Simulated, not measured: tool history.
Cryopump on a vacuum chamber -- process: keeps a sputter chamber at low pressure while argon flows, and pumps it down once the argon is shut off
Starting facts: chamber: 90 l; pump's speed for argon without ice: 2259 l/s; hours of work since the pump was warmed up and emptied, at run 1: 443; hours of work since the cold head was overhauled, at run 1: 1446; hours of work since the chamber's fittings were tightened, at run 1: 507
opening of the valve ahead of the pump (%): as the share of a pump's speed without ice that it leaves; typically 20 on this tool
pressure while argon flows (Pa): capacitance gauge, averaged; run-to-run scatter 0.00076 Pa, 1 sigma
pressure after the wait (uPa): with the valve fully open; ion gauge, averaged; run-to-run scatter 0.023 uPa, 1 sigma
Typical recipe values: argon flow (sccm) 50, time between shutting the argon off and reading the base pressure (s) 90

run	hour	argon flow (sccm)	time between shutting the argon off and reading the base pressure (s)	opening of the valve ahead of the pump (%)	hours of work since the pump was warmed up and emptied	hours of work since the cold head was overhauled	hours of work since the chamber's fittings were tightened	pressure while argon flows (Pa)	pressure after the wait (uPa)
1	0	50	90	20	443	1446	507	0.1928	0.89
2	54.9	50	90	20	481	1485	545	0.193	0.86
3	85.2	50	90	34	502	1506	566	0.1152	0.83
4	112	50	218	20	521	1524	585	0.1918	0.5
5	151.4	50	218	20	548	1552	613	0.1928	0.51
6	189.4	90	90	20	574	1578	639	0.3507	0.88
7	221.2	90	90	20	597	1600	661	0.3496	0.9
8	260	65	90	20	624	1627	688	0.2523	0.93
9	292.3	50	90	20	646	1650	711	0.1944	0.91
10	341.9	50	90	20	681	1684	745	0.1951	0.92
11	385.9	50	90	20	711	1715	776	0.1956	0.91
12	439.7	50	68	20	749	1753	813	0.196	1.1
13	471.3	50	90	20	771	1775	835	0.1968	0.92
14	523	50	90	20	807	1811	871	0.197	0.93
15	554.8	50	90	20	829	1833	894	0.1976	0.93
16	592	50	90	20	855	1859	920	0.1969	0.98
17	635.9	81	90	20	885	1889	950	0.3228	1
18	687.7	81	90	20	922	1925	986	0.3191	0.98
19	732.4	48	43	21	953	1957	1017	0.182	1.6
# hour 770.8: pump warmed up, emptied and cooled again
20	782.6	48	166	32	8	1988	1049	0.1126	0.66
21	822.2	32	90	20	36	2016	1076	0.1202	0.9
22	850	31	96	42	55	2035	1096	0.0561	0.88
23	880.9	50	127	57	77	2056	1117	0.0675	0.78

What will run 24 give?
24	908.4	96	158	28	96	2076	1136	?	?

pressure while argon flows (Pa): 0.2599
pressure after the wait (uPa): 0.71
Were there no unlogged condition in the tool, this run, its random variation unchanged, would have produced pressure while argon flows (Pa) 0.2557, pressure after the wait (uPa) 0.47.
